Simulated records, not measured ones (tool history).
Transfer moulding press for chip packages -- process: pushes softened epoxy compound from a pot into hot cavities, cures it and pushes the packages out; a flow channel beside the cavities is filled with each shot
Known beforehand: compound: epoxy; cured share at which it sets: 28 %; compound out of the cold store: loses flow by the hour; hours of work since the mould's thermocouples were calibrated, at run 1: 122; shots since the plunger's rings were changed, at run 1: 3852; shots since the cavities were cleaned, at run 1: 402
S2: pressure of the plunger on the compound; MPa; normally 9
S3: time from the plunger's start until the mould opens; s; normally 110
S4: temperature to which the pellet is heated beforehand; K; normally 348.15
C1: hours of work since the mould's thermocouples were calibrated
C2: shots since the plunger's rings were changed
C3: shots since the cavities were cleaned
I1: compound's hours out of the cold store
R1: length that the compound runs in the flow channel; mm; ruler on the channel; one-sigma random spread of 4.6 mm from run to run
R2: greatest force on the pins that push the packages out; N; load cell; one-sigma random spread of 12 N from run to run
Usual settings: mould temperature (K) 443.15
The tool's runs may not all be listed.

{"run": 1, "day": 0.0, "mould temperature (K)": 443.15, "S2": 9, "S3": 110, "S4": 348.15, "C1": 122, "C2": 3852, "C3": 402, "I1": 12.7, "R1": 783, "R2": 749}
{"run": 2, "day": 2.367, "mould temperature (K)": 443.15, "S2": 9, "S3": 110, "S4": 348.15, "C1": 155, "C2": 4446, "C3": 996, "I1": 45, "R1": 659, "R2": 784}
{"day": 3.054, "done": "cavities cleaned with cleaning compound and waxed"}
{"run": 3, "day": 3.917, "mould temperature (K)": 443.15, "S2": 9, "S3": 110, "S4": 348.15, "C1": 177, "C2": 4819, "C3": 216, "I1": 40.9, "R1": 676, "R2": 633}
{"run": 4, "day": 6.433, "mould temperature (K)": 443.15, "S2": 7.19, "S3": 110, "S4": 348.15, "C1": 213, "C2": 5452, "C3": 849, "I1": 26.7, "R1": 634, "R2": 797}
{"day": 7.833, "done": "cavities cleaned with cleaning compound and waxed"}
{"run": 5, "day": 9.183, "mould temperature (K)": 443.15, "S2": 9, "S3": 110, "S4": 347.15, "C1": 251, "C2": 6127, "C3": 340, "I1": 31.9, "R1": 691, "R2": 699}
{"day": 11.075, "done": "plunger's sealing rings changed"}
{"run": 6, "day": 11.354, "mould temperature (K)": 443.15, "S2": 9, "S3": 110, "S4": 348.15, "C1": 281, "C2": 69, "C3": 858, "I1": 31.2, "R1": 753, "R2": 811}
{"day": 12.8, "done": "cavities cleaned with cleaning compound and waxed"}
{"run": 7, "day": 14.854, "mould temperature (K)": 443.15, "S2": 9, "S3": 110, "S4": 348.15, "C1": 330, "C2": 932, "C3": 516, "I1": 41, "R1": 709, "R2": 726}
{"day": 17.454, "done": "cavities cleaned with cleaning compound and waxed"}
{"run": 8, "day": 18.442, "mould temperature (K)": 443.15, "S2": 9, "S3": 110, "S4": 348.15, "C1": 381, "C2": 1818, "C3": 248, "I1": 25.3, "R1": 755, "R2": 666}
{"run": 9, "day": 20.321, "mould temperature (K)": 443.15, "S2": 9, "S3": 110, "S4": 348.15, "C1": 408, "C2": 2289, "C3": 719, "I1": 19.9, "R1": 763, "R2": 799}
{"day": 20.717, "done": "mould's thermocouples calibrated"}
{"day": 22.404, "done": "cavities cleaned with cleaning compound and waxed"}
{"run": 10, "day": 22.408, "mould temperature (K)": 443.15, "S2": 9, "S3": 110, "S4": 348.15, "C1": 23, "C2": 2777, "C3": 1, "I1": 13.4, "R1": 802, "R2": 629}
{"run": 11, "day": 24.6, "mould temperature (K)": 444.15, "S2": 9, "S3": 110, "S4": 348.15, "C1": 55, "C2": 3327, "C3": 551, "I1": 44, "R1": 666, "R2": 710}
{"day": 27.283, "done": "cavities cleaned with cleaning compound and waxed"}
{"run": 12, "day": 27.792, "mould temperature (K)": 444.15, "S2": 9, "S3": 110, "S4": 348.15, "C1": 100, "C2": 4113, "C3": 127, "I1": 23.1, "R1": 733, "R2": 626}
{"run": 13, "day": 30.933, "mould temperature (K)": 450.15, "S2": 9, "S3": 110, "S4": 339.15, "C1": 145, "C2": 4902, "C3": 916, "I1": 21, "R1": 712, "R2": 606}
{"day": 32.0, "done": "cavities cleaned with cleaning compound and waxed"}
{"run": 14, "day": 32.658, "mould temperature (K)": 450.15, "S2": 9, "S3": 110, "S4": 339.15, "C1": 169, "C2": 5319, "C3": 165, "I1": 36.9, "R1": 660, "R2": 485}
{"run": 15, "day": 36.138, "mould temperature (K)": 436.15, "S2": 9, "S3": 148, "S4": 339.15, "C1": 219, "C2": 6193, "C3": 1039, "I1": 27.6, "R1": 736, "R2": 775}
{"day": 36.708, "done": "cavities cleaned with cleaning compound and waxed"}
{"day": 37.712, "done": "plunger's sealing rings changed"}
{"run": 16, "day": 39.204, "mould temperature (K)": 450.15, "S2": 9, "S3": 110, "S4": 345.15, "C1": 260, "C2": 374, "C3": 600, "I1": 47.9, "R1": 661, "R2": 539}
{"run": 17, "day": 40.912, "mould temperature (K)": 450.15, "S2": 9, "S3": 99, "S4": 342.15, "C1": 285, "C2": 804, "C3": 1030, "I1": 16.5, "R1": 770, "R2": 697}
{"day": 41.471, "done": "cavities cleaned with cleaning compound and waxed"}
{"run": 18, "day": 43.654, "mould temperature (K)": 444.15, "S2": 9, "S3": 134, "S4": 348.15, "C1": 323, "C2": 1476, "C3": 549, "I1": 24.5, "R1": 765, "R2": 545}
{"day": 46.221, "done": "cavities cleaned with cleaning compound and waxed"}
{"run": 19, "day": 46.221, "mould temperature (K)": 447.15, "S2": 9.43, "S3": 127, "S4": 348.15, "C1": 359, "C2": 2104, "C3": 0, "I1": 28.4, "R1": 756, "R2": 411}
{"run": 20, "day": 48.021, "mould temperature (K)": 447.15, "S2": 9.43, "S3": 127, "S4": 348.15, "C1": 385, "C2": 2557, "C3": 453, "I1": 46.9, "R1": 671, "R2": 505}
{"day": 49.746, "done": "mould's thermocouples calibrated"}
{"day": 50.95, "done": "cavities cleaned with cleaning compound and waxed"}
{"run": 21, "day": 51.792, "mould temperature (K)": 436.15, "S2": 9.23, "S3": 110, "S4": 348.15, "C1": 28, "C2": 3467, "C3": 211, "I1": 14.2, "R1": 821, "R2": 1230}
{"run": 22, "day": 53.283, "mould temperature (K)": 443.15, "S2": 10.96, "S3": 110, "S4": 348.15, "C1": 50, "C2": 3842, "C3": 586, "I1": 34.7, "R1": 773, "R2": 740}
{"day": 55.825, "done": "cavities cleaned with cleaning compound and waxed"}
{"run": 23, "day": 56.4, "mould temperature (K)": 440.15, "S2": 6.94, "S3": 112, "S4": 346.15, "C1": 94, "C2": 4609, "C3": 145, "I1": 16, "R1": 683, "R2": 819}
{"run": 24, "day": 58.846, "mould temperature (K)": 443.15, "S2": 8.31, "S3": 110, "S4": 348.15, "C1": 129, "C2": 5223, "C3": 759, "I1": 43.5, "R1": 628, "R2": 765}

Below are 3 alternative next runs, each starting from the tool's condition after run 24. Predict each:
{"day": 60.667, "done": "cavities cleaned with cleaning compound and waxed"}
{"run": "A", "day": 61.033, "mould temperature (K)": 443.15, "S2": 7.69, "S3": 94, "S4": 349.15, "C1": 159, "C2": 5756, "C3": 91, "I1": 29.1, "R1": "?", "R2": "?"}
{"day": 60.667, "done": "cavities cleaned with cleaning compound and waxed"}
{"run": "B", "day": 61.033, "mould temperature (K)": 443.15, "S2": 9, "S3": 113, "S4": 353.15, "C1": 159, "C2": 5756, "C3": 91, "I1": 39.8, "R1": "?", "R2": "?"}
{"day": 60.667, "done": "cavities cleaned with cleaning compound and waxed"}
{"run": "C", "day": 61.033, "mould temperature (K)": 441.15, "S2": 8.31, "S3": 103, "S4": 348.15, "C1": 159, "C2": 5756, "C3": 91, "I1": 9.9, "R1": "?", "R2": "?"}

run=A R1=655 R2=880
run=B R1=661 R2=549
run=C R1=751 R2=868
With no hidden state in the tool, these same runs would have given:
run=A R1=705 R2=837
run=B R1=711 R2=519
run=C R1=808 R2=826
